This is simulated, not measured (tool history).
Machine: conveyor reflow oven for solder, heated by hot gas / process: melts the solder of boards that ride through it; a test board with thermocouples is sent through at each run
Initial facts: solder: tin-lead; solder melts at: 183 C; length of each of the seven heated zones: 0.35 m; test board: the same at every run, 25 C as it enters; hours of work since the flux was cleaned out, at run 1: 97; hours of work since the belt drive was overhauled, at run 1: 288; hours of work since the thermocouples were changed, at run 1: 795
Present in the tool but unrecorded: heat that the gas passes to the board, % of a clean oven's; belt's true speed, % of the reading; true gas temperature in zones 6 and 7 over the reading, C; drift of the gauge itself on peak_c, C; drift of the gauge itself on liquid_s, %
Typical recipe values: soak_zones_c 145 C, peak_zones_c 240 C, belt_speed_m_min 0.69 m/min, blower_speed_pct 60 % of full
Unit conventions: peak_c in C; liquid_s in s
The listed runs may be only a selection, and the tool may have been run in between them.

run     day  soak_zones_c  peak_zones_c  belt_speed_m_min  blower_speed_pct  hours of work since the flux was cleaned out  hours of work since the belt drive was overhauled  hours of work since the thermocouples were changed  peak_c  liquid_s
  1       0           145           240              0.69                60                                            97                                                288                                                 795   220.9      49.7
  2   0.642           145           240             0.555                60                                           104                                                296                                                 802   227.9      67.6
  3   1.675           145           240             0.555                60                                           117                                                308                                                 814   227.9      66.6
      1.846  -- thermocouples of zones 6 and 7 changed
  4   2.562           145           240              0.69                60                                           126                                                317                                                   8   219.7      49.6
  5   3.304           145           240              0.69                60                                           135                                                326                                                  17     220        49
  6   3.933           145           240              0.69                60                                           142                                                333                                                  24   220.4      48.4
  7   4.971           145           240              0.69                60                                           154                                                345                                                  36   219.1      49.5
  8   5.729           143           240              0.69                60                                           163                                                354                                                  45   219.3      47.1
  9   6.642           143           240              0.69                60                                           173                                                365                                                  56   218.9      47.8
      6.862  -- belt drive overhauled, speed set with a stopwatch
 10   7.842           145           240             0.813                60                                           185                                                 11                                                  68     213      37.4
 11   8.608           145           240              0.69                60                                           194                                                 20                                                  77   219.3      48.8
 12   9.521           145           228              0.69                60                                           205                                                 31                                                  87   209.5      41.9
 13  10.446           145           228              0.69                60                                           216                                                 42                                                  98   209.2      41.6
     10.925  -- belt drive overhauled, speed set with a stopwatch, once more
 14  11.571           145           228              0.69                60                                           227                                                  8                                                 109   208.4      40.6
 15  12.038           145           233              0.69                60                                           232                                                 13                                                 115   213.1        44
 16  12.692           145           233              0.69                60                                           240                                                 21                                                 122   212.8        44
 17   13.65           145           233              0.69                60                                           251                                                 32                                                 134   212.4      43.5

The next listed run, before its measurement:
 18  14.388           145           233              0.69                60                                           260                                                 40                                                 142       ?         ?

peak_c: 213.5 C
liquid_s: 44 s
If the tool had no hidden condition, the same run with the same run-to-run variation would have returned peak_c 215.9 C, liquid_s 46.2 s.
